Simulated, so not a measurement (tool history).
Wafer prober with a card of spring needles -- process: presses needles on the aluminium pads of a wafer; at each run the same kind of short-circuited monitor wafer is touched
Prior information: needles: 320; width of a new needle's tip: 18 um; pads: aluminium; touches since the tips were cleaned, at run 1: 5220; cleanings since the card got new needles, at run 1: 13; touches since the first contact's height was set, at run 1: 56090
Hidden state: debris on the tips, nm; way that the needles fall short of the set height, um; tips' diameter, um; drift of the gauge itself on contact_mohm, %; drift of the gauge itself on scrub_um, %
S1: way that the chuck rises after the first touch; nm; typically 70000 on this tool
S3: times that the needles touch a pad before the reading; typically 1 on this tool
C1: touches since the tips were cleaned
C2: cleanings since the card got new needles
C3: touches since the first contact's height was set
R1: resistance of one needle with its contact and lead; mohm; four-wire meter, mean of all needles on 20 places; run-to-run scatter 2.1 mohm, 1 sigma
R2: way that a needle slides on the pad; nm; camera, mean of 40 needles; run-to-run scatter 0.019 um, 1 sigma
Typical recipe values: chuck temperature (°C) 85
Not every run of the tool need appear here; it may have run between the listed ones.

Run 1, hour 0.0: usual settings; C1 5220; C2 13; C3 56090. Result: R1 248 mohm, R2 15780 nm.
At hour 6.7: tips cleaned on abrasive film.
Run 2, hour 9.8: usual settings; C1 1392; C2 14; C3 60389. Result: R1 244 mohm, R2 15830 nm.
Run 3, hour 22.3: usual settings but S1 69000 nm; C1 6935; C2 14; C3 65932. Result: R1 249 mohm, R2 15520 nm.
At hour 24.5: height of the first contact set anew.
At hour 25.4: tips cleaned on abrasive film.
Run 4, hour 28.7: usual settings but chuck temperature (°C) 69; C1 1485; C2 15; C3 1798. Result: R1 239 mohm, R2 15850 nm.
Run 5, hour 40.7: usual settings; C1 6777; C2 15; C3 7090. Result: R1 256 mohm, R2 15840 nm.
At hour 43.8: tips cleaned on abrasive film.
Run 6, hour 50.8: usual settings; C1 3124; C2 16; C3 11536. Result: R1 249 mohm, R2 15870 nm.
At hour 62.0: tips cleaned on abrasive film.
Run 7, hour 63.8: usual settings; C1 784; C2 17; C3 17233. Result: R1 239 mohm, R2 15880 nm.
Run 8, hour 76.2: usual settings; C1 6264; C2 17; C3 22713. Result: R1 250 mohm, R2 15850 nm.
At hour 80.6: tips cleaned on abrasive film.
Run 9, hour 83.1: usual settings; C1 1110; C2 18; C3 25738. Result: R1 242 mohm, R2 15800 nm.
Run 10, hour 94.1: usual settings; C1 5985; C2 18; C3 30613. Result: R1 249 mohm, R2 15830 nm.
At hour 98.7: tips cleaned on abrasive film.
Run 11, hour 99.6: usual settings; C1 413; C2 19; C3 33001. Result: R1 238 mohm, R2 15840 nm.
Run 12, hour 109.4: usual settings; C1 4742; C2 19; C3 37330. Result: R1 253 mohm, R2 15780 nm.
At hour 117.0: tips cleaned on abrasive film.
Run 13, hour 117.1: usual settings; C1 61; C2 20; C3 40702. Result: R1 239 mohm, R2 15780 nm.
Run 14, hour 130.1: usual settings but chuck temperature (°C) 82; C1 5801; C2 20; C3 46442. Result: R1 251 mohm, R2 15780 nm.
At hour 135.5: tips cleaned on abrasive film.
Run 15, hour 137.3: usual settings; C1 780; C2 21; C3 49569. Result: R1 242 mohm, R2 15780 nm.
Run 16, hour 145.0: usual settings; C1 4218; C2 21; C3 53007. Result: R1 250 mohm, R2 15760 nm.
Run 17, hour 150.7: usual settings; C1 6715; C2 21; C3 55504. Result: R1 250 mohm, R2 15790 nm.
At hour 153.3: tips cleaned on abrasive film.
Run 18, hour 157.7: usual settings; C1 1920; C2 22; C3 58562. Result: R1 240 mohm, R2 15740 nm.
Run 19, hour 168.2: usual settings; C1 6593; C2 22; C3 63235. Result: R1 255 mohm, R2 15740 nm.
At hour 171.7: tips cleaned on abrasive film.
At hour 176.5: height of the first contact set anew.
Run 20, hour 178.1: usual settings but S1 73000 nm, S3 2; C1 2697; C2 23; C3 706. Result: R1 242 mohm, R2 16590 nm.
Run 21, hour 184.9: usual settings but S1 61000 nm, chuck temperature (°C) 63; C1 5702; C2 23; C3 3711. Result: R1 255 mohm, R2 13870 nm.
At hour 190.5: tips cleaned on abrasive film.
Run 22, hour 198.1: usual settings but S1 63000 nm, chuck temperature (°C) 107; C1 3383; C2 24; C3 9518. Result: R1 255 mohm, R2 14290 nm.
At hour 208.3: tips cleaned on abrasive film.
Run 23, hour 208.6: usual settings but S1 63000 nm, chuck temperature (°C) 107; C1 124; C2 25; C3 14110. Result: R1 248 mohm, R2 14270 nm.
Run 24, hour 217.3: usual settings but S1 59000 nm; C1 3963; C2 25; C3 17949. Result: R1 256 mohm, R2 13340 nm.
Run 25, hour 223.1: usual settings but S1 67000 nm, chuck temperature (°C) 43, S3 2; C1 6555; C2 25; C3 20541. Result: R1 233 mohm, R2 15170 nm.
At hour 226.9: tips cleaned on abrasive film.
Run 26, hour 229.5: usual settings but S1 67000 nm, chuck temperature (°C) 43, S3 2; C1 1173; C2 26; C3 23317. Result: R1 233 mohm, R2 15160 nm.
Run 27, hour 242.2: usual settings but S1 67000 nm, chuck temperature (°C) 43, S3 2; C1 6787; C2 26; C3 28931. Result: R1 238 mohm, R2 15160 nm.
At hour 245.3: tips cleaned on abrasive film.
Run 28, hour 254.1: usual settings but S1 73000 nm, chuck temperature (°C) 93, S3 2; C1 3896; C2 27; C3 34141. Result: R1 241 mohm, R2 16490 nm.
At hour 264.2: tips cleaned on abrasive film.
Run 29, hour 267.1: usual settings but S1 61000 nm, chuck temperature (°C) 26, S3 2; C1 1287; C2 28; C3 39874. Result: R1 231 mohm, R2 13770 nm.
Run 30, hour 277.9: usual settings but S1 83000 nm, chuck temperature (°C) 69; C1 6040; C2 28; C3 44627. Result: R1 243 mohm, R2 18750 nm.
At hour 282.3: tips cleaned on abrasive film.
Run 31, hour 288.9: usual settings but S1 79000 nm, S3 2; C1 2897; C2 29; C3 49446. Result: R1 239 mohm, R2 17850 nm.
Run 32, hour 295.2: usual settings but S1 66000 nm, chuck temperature (°C) 34, S3 3; C1 5681; C2 29; C3 52230. Result: R1 228 mohm, R2 14910 nm.
At hour 300.3: tips cleaned on abrasive film.
Run 33, hour 306.0: usual settings but chuck temperature (°C) 64; C1 2518; C2 30; C3 56981. Result: R1 242 mohm, R2 15750 nm.
Run 34, hour 316.8: usual settings but S1 77000 nm, chuck temperature (°C) 121; C1 7294; C2 30; C3 61757. Result: R1 257 mohm, R2 17360 nm.

Expected results for the next run?
At hour 318.2: tips cleaned on abrasive film.
Run 35, hour 322.3: usual settings but chuck temperature (°C) 41, S3 2; C1 1818; C2 31; C3 64151. Result: R1 ?, R2 ?.

R1: 234 mohm
R2: 15750 nm
If the tool had no hidden condition, the same run with the same run-to-run variation would have returned R1 229 mohm, R2 15890 nm.
